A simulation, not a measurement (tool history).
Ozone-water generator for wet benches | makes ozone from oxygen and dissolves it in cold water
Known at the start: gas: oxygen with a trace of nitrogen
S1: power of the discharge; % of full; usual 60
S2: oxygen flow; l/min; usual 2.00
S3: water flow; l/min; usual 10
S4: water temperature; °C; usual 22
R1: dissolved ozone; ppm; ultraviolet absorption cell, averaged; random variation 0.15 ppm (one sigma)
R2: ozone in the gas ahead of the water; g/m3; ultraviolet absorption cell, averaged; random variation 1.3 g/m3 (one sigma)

run    hour  S1    S2  S3  S4    R1     R2
  1     0.0  60  2.00  10  22  18.1  244.2
  2   179.5  60  2.00   7  22  24.8  240.4
  3   289.8  60  2.00   6  22  27.2  238.3
  4   495.6  60  2.00   6  22  27.2  238.8
  5   617.7  60  2.00   6  22  27.0  235.4
  6   738.2  60  2.00  10  22  17.2  236.0
  7   833.5  60  2.00  10  22  17.1  233.3
  8   958.8  60  2.00  10  22  16.9  232.2
  9  1064.9  60  2.00  10  22  16.9  230.9
     1254.4  -- water thermometer calibrated
 10  1255.5  60  2.00  10  22  16.8  229.2
 11  1375.4  60  2.00  10  22  16.6  230.6
 12  1484.2  60  2.00  10  22  16.5  230.0
 13  1583.7  60  2.00  10  22  16.5  225.6
 14  1784.6  60  2.00  10  22  16.1  223.5
 15  1907.4  60  2.00  10  22  16.2  222.6
 16  2089.4  60  2.00  10  22  15.8  221.2
 17  2181.8  60  2.00  10  22  15.8  220.3
 18  2400.1  57  2.00  14  22  10.4  208.8
     2455.6  -- contactor cleaned
 19  2505.6  90  3.22   7  16  29.5  214.1
 20  2680.0  60  2.00   9  17  18.2  215.7
 21  2854.3  60  2.00   9  17  17.9  211.7
 22  2948.2  47  3.27   8  17  16.4  137.2
 23  3043.6  60  1.29  10  14  15.5  267.0
 24  3253.9  48  1.27  10  19  12.8  236.0
 25  3431.0  60  1.40  10  27  13.5  252.9
 26  3626.7  59  1.18  10  30  12.5  270.6
     3664.5  -- contactor cleaned, once more
 27  3755.7  77  1.18  16  25   9.6  313.5
 28  3855.5  67  2.48   9  22  17.6  189.9
 29  4053.6  67  2.48   9  22  17.3  186.9
 30  4188.1  60  2.12  13  22  11.4  189.9
 31  4332.8  60  2.12  13  22  11.4  190.1
 32  4428.9  56  2.00  10  22  13.8  187.6
 33  4595.2  60  2.00   6  25  21.3  192.9

Some steps in R1 between neighbouring runs. How much of each would the tool show without its hidden state too (settings, what came in, random variation), and how much is left for the hidden state, with any gauge scatter that isn't in both results?
The hidden state here: yield of the discharge, % of new electrodes'; contactor's efficiency, % of a clean one's; true water temperature over the reading, C; drift of the gauge itself on ozone_ppm, %; drift of the gauge itself on gas_g_m3, %.
Run 5 -> 6: S3 6 -> 10. R1 -9.8 ppm: hidden state +0.7, all else -10.5.
Run 18 -> 19: S1 57 -> 90, S2 2.00 -> 3.22, S3 14 -> 7, S4 22 -> 16, contactor cleaned. R1 +19.1 ppm: hidden state -5.8, all else +24.9.
Run 19 -> 20: S1 90 -> 60, S2 3.22 -> 2.00, S3 7 -> 9, S4 16 -> 17. R1 -11.3 ppm: hidden state +3.7, all else -15.0.
Run 32 -> 33: S1 56 -> 60, S3 10 -> 6, S4 22 -> 25. R1 +7.5 ppm: hidden state -2.7, all else +10.2.

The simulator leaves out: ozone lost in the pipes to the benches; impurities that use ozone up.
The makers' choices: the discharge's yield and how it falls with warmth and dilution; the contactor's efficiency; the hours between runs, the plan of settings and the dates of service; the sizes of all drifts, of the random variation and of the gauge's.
